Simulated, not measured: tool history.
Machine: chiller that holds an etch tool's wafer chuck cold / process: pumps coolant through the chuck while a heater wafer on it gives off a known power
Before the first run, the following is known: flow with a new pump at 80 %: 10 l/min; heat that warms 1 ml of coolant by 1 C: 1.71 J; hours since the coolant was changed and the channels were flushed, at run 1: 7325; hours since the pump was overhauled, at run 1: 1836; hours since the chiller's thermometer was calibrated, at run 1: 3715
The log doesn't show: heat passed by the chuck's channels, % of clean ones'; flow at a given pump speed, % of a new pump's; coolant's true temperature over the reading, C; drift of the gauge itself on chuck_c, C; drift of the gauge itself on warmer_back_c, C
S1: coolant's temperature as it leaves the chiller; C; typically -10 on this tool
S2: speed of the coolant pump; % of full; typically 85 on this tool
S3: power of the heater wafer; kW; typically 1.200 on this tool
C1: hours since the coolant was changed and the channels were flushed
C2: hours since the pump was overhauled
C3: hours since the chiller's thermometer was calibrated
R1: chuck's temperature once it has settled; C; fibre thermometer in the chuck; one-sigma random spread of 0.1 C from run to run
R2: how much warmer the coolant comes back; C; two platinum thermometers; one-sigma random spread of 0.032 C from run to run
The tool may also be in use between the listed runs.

{"run": 1, "hour": 0.0, "S1": -10, "S2": 85, "S3": 1.2, "C1": 7325, "C2": 1836, "C3": 3715, "R1": 0.0, "R2": 4.03}
{"run": 2, "hour": 61.4, "S1": -10, "S2": 85, "S3": 1.2, "C1": 7387, "C2": 1897, "C3": 3776, "R1": -0.1, "R2": 4.02}
{"run": 3, "hour": 127.5, "S1": -10, "S2": 85, "S3": 1.2, "C1": 7453, "C2": 1963, "C3": 3842, "R1": -0.1, "R2": 4.03}
{"run": 4, "hour": 190.4, "S1": -10, "S2": 85, "S3": 1.2, "C1": 7516, "C2": 2026, "C3": 3905, "R1": 0.2, "R2": 4.03}
{"run": 5, "hour": 257.1, "S1": -10, "S2": 85, "S3": 1.2, "C1": 7583, "C2": 2093, "C3": 3972, "R1": -0.1, "R2": 4.01}
{"run": 6, "hour": 300.4, "S1": -10, "S2": 85, "S3": 1.2, "C1": 7626, "C2": 2136, "C3": 4015, "R1": 0.0, "R2": 4.09}
{"run": 7, "hour": 362.6, "S1": -10, "S2": 85, "S3": 1.2, "C1": 7688, "C2": 2198, "C3": 4077, "R1": 0.0, "R2": 4.02}
{"run": 8, "hour": 423.6, "S1": -10, "S2": 85, "S3": 1.2, "C1": 7749, "C2": 2259, "C3": 4138, "R1": 0.2, "R2": 4.13}
{"run": 9, "hour": 467.2, "S1": -10, "S2": 85, "S3": 1.2, "C1": 7793, "C2": 2303, "C3": 4182, "R1": 0.0, "R2": 4.06}
{"run": 10, "hour": 527.7, "S1": -10, "S2": 85, "S3": 1.2, "C1": 7853, "C2": 2363, "C3": 4242, "R1": 0.1, "R2": 4.09}
{"hour": 565.3, "done": "coolant changed, channels flushed"}
{"run": 11, "hour": 589.1, "S1": -10, "S2": 85, "S3": 1.2, "C1": 24, "C2": 2419, "C3": 4298, "R1": -0.8, "R2": 4.12}
{"run": 12, "hour": 662.8, "S1": -10, "S2": 85, "S3": 1.2, "C1": 97, "C2": 2492, "C3": 4371, "R1": -0.9, "R2": 4.1}
{"run": 13, "hour": 701.5, "S1": -10, "S2": 85, "S3": 1.2, "C1": 136, "C2": 2531, "C3": 4410, "R1": -0.8, "R2": 4.1}
{"run": 14, "hour": 771.1, "S1": -10, "S2": 85, "S3": 1.2, "C1": 206, "C2": 2601, "C3": 4480, "R1": -0.8, "R2": 4.07}
{"run": 15, "hour": 818.1, "S1": -10, "S2": 85, "S3": 1.2, "C1": 253, "C2": 2648, "C3": 4527, "R1": -0.9, "R2": 4.09}
{"run": 16, "hour": 854.2, "S1": -15, "S2": 85, "S3": 1.2, "C1": 289, "C2": 2684, "C3": 4563, "R1": -6.2, "R2": 4.02}
{"run": 17, "hour": 898.8, "S1": -15, "S2": 85, "S3": 1.2, "C1": 333, "C2": 2728, "C3": 4607, "R1": -5.9, "R2": 4.09}
{"run": 18, "hour": 935.0, "S1": -4, "S2": 85, "S3": 0.839, "C1": 370, "C2": 2765, "C3": 4644, "R1": 2.4, "R2": 2.83}
{"run": 19, "hour": 969.9, "S1": -16, "S2": 85, "S3": 0.839, "C1": 405, "C2": 2800, "C3": 4678, "R1": -9.6, "R2": 2.84}
{"run": 20, "hour": 1027.4, "S1": -16, "S2": 85, "S3": 0.839, "C1": 462, "C2": 2857, "C3": 4736, "R1": -9.6, "R2": 2.9}
{"run": 21, "hour": 1069.8, "S1": -4, "S2": 99, "S3": 0.839, "C1": 504, "C2": 2899, "C3": 4778, "R1": 1.8, "R2": 2.45}
{"run": 22, "hour": 1117.5, "S1": -4, "S2": 60, "S3": 0.839, "C1": 552, "C2": 2947, "C3": 4826, "R1": 4.7, "R2": 4.19}
{"hour": 1121.6, "done": "chiller's thermometer calibrated"}
{"run": 23, "hour": 1157.6, "S1": 0, "S2": 85, "S3": 1.027, "C1": 591, "C2": 2986, "C3": 36, "R1": 8.3, "R2": 3.52}
{"run": 24, "hour": 1224.0, "S1": -5, "S2": 85, "S3": 0.855, "C1": 658, "C2": 3053, "C3": 102, "R1": 2.0, "R2": 2.97}
{"run": 25, "hour": 1256.6, "S1": -5, "S2": 85, "S3": 0.855, "C1": 690, "C2": 3085, "C3": 135, "R1": 1.9, "R2": 2.93}
{"hour": 1320.8, "done": "chiller's thermometer calibrated, once more"}
{"run": 26, "hour": 1330.6, "S1": -5, "S2": 85, "S3": 0.855, "C1": 763, "C2": 3158, "C3": 10, "R1": 1.1, "R2": 3.0}
{"run": 27, "hour": 1380.6, "S1": -6, "S2": 62, "S3": 0.855, "C1": 813, "C2": 3208, "C3": 60, "R1": 2.4, "R2": 4.14}
{"run": 28, "hour": 1439.9, "S1": 0, "S2": 99, "S3": 1.478, "C1": 873, "C2": 3268, "C3": 119, "R1": 9.4, "R2": 4.3}
{"run": 29, "hour": 1501.2, "S1": 0, "S2": 99, "S3": 1.478, "C1": 934, "C2": 3329, "C3": 180, "R1": 9.5, "R2": 4.41}
{"run": 30, "hour": 1553.9, "S1": -10, "S2": 85, "S3": 0.636, "C1": 987, "C2": 3382, "C3": 233, "R1": -5.4, "R2": 2.16}
{"run": 31, "hour": 1599.8, "S1": -10, "S2": 85, "S3": 0.636, "C1": 1032, "C2": 3427, "C3": 279, "R1": -5.3, "R2": 2.16}
{"run": 32, "hour": 1656.9, "S1": -10, "S2": 85, "S3": 0.636, "C1": 1090, "C2": 3485, "C3": 336, "R1": -5.2, "R2": 2.19}

Here are 4 independent what-if runs from the current tool condition. What would each one return?
{"run": "A", "hour": 1701.3, "S1": -10, "S2": 85, "S3": 1.729, "C1": 1134, "C2": 3529, "C3": 381, "R1": "?", "R2": "?"}
{"run": "B", "hour": 1701.3, "S1": -10, "S2": 70, "S3": 0.636, "C1": 1134, "C2": 3529, "C3": 381, "R1": "?", "R2": "?"}
{"run": "C", "hour": 1701.3, "S1": -2, "S2": 97, "S3": 1.557, "C1": 1134, "C2": 3529, "C3": 381, "R1": "?", "R2": "?"}
{"run": "D", "hour": 1701.3, "S1": -10, "S2": 73, "S3": 0.636, "C1": 1134, "C2": 3529, "C3": 381, "R1": "?", "R2": "?"}

run=A R1=2.8 R2=5.99
run=B R1=-4.5 R2=2.71
run=C R1=8.3 R2=4.63
run=D R1=-4.6 R2=2.62
Had the tool no hidden state, the same runs would have come out as:
run=A R1=2.1 R2=5.69
run=B R1=-4.8 R2=2.57
run=C R1=7.7 R2=4.40
run=D R1=-4.9 R2=2.49

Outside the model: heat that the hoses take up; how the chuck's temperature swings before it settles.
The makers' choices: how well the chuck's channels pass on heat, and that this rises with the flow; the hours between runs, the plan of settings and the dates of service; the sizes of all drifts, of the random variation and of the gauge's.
